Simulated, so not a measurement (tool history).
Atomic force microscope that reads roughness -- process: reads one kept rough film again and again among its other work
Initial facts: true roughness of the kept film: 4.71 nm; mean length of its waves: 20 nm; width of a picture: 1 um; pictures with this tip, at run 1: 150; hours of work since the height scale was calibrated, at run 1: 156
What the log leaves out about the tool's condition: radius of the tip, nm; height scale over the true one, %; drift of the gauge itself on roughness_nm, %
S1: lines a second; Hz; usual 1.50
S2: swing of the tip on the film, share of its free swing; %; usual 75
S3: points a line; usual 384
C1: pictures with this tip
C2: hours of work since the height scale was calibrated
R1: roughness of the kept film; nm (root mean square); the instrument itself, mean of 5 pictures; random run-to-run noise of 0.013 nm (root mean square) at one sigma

run 1 hour=0.0 | S1=1.50 S2=75 S3=384 | C1=150 C2=156 | R1=1.915
run 2 hour=8.6 | S1=1.50 S2=66 S3=384 | C1=160 C2=160 | R1=1.917
run 3 hour=28.0 | S1=1.50 S2=66 S3=384 | C1=184 C2=170 | R1=1.828
-- hour=30.2 new tip fitted
run 4 hour=41.2 | S1=3.86 S2=66 S3=384 | C1=14 C2=177 | R1=2.725
run 5 hour=59.4 | S1=3.86 S2=66 S3=384 | C1=36 C2=186 | R1=2.523
run 6 hour=74.7 | S1=0.59 S2=75 S3=384 | C1=55 C2=194 | R1=2.532
run 7 hour=93.0 | S1=0.59 S2=75 S3=384 | C1=78 C2=203 | R1=2.400
-- hour=94.8 height scale calibrated on a step standard
run 8 hour=103.6 | S1=0.59 S2=75 S3=384 | C1=89 C2=5 | R1=2.306
run 9 hour=112.3 | S1=2.95 S2=61 S3=504 | C1=100 C2=9 | R1=2.181
run 10 hour=120.6 | S1=1.50 S2=56 S3=384 | C1=110 C2=13 | R1=2.196
run 11 hour=131.3 | S1=0.51 S2=82 S3=384 | C1=124 C2=19 | R1=2.110
run 12 hour=149.0 | S1=0.51 S2=82 S3=384 | C1=145 C2=28 | R1=2.001
-- hour=158.9 height scale calibrated on a step standard, once more
run 13 hour=169.7 | S1=0.66 S2=83 S3=384 | C1=170 C2=6 | R1=1.888
-- hour=183.2 new tip fitted
run 14 hour=185.6 | S1=0.66 S2=83 S3=384 | C1=3 C2=13 | R1=2.908
run 15 hour=194.8 | S1=1.09 S2=83 S3=675 | C1=14 C2=18 | R1=2.796
run 16 hour=211.0 | S1=2.63 S2=58 S3=570 | C1=34 C2=27 | R1=2.722

4 options for the next run, each taken on its own from the tool as it stands now. Forecast them:
run A hour=219.4 | S1=1.50 S2=73 S3=384 | C1=44 C2=31 | R1=?
run B hour=219.4 | S1=2.14 S2=61 S3=463 | C1=44 C2=31 | R1=?
run C hour=219.4 | S1=2.67 S2=58 S3=758 | C1=44 C2=31 | R1=?
run D hour=219.4 | S1=1.10 S2=84 S3=349 | C1=44 C2=31 | R1=?

run=A R1=2.562
run=B R1=2.600
run=C R1=2.637
run=D R1=2.534
Without the tool's hidden state the same runs would have given:
run=A R1=2.982
run=B R1=3.026
run=C R1=3.069
run=D R1=2.949

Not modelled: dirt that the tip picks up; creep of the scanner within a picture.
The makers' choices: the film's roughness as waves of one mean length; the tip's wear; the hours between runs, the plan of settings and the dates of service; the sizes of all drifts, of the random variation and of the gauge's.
